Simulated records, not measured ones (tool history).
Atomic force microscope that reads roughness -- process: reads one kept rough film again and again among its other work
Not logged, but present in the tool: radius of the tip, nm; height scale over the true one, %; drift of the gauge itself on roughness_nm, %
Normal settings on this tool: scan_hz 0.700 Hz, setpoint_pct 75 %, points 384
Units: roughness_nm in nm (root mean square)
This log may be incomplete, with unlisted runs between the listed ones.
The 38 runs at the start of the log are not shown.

run	hour	scan_hz	setpoint_pct	points	pictures with this tip	hours of work since the height scale was calibrated	roughness_nm
39	393.5	0.653	85	590	50	287	1.231
40	406.7	0.653	85	590	62	293	1.230
41	421.0	0.653	85	590	75	299	1.232
42	428.5	0.532	75	384	82	302	1.249
43	435.8	0.532	75	384	89	305	1.253
44	446.5	0.532	75	384	99	309	1.254
45	459.0	0.532	75	384	111	314	1.244
46	471.3	0.764	67	299	122	320	1.238
47	478.2	0.764	67	299	129	322	1.233
48	491.2	0.994	86	1019	141	328	1.183
49	504.3	0.994	86	1019	153	333	1.185
50	520.1	0.994	86	1019	168	340	1.183
51	530.7	0.994	86	1019	178	344	1.180
52	539.8	1.161	75	946	186	348	1.198
53	552.0	1.798	85	291	198	353	1.119

4 options for the next run, each taken on its own from the tool as it stands now. Forecast them:
A	561.9	0.700	74	296	207	357	?
B	561.9	1.798	83	291	207	357	?
C	561.9	0.700	75	256	207	357	?
D	561.9	0.560	82	357	207	357	?

run	roughness_nm
A	1.212
B	1.120
C	1.214
D	1.212
Without the tool's unlogged condition, the same runs would have read:
run	roughness_nm
A	1.261
B	1.165
C	1.262
D	1.260

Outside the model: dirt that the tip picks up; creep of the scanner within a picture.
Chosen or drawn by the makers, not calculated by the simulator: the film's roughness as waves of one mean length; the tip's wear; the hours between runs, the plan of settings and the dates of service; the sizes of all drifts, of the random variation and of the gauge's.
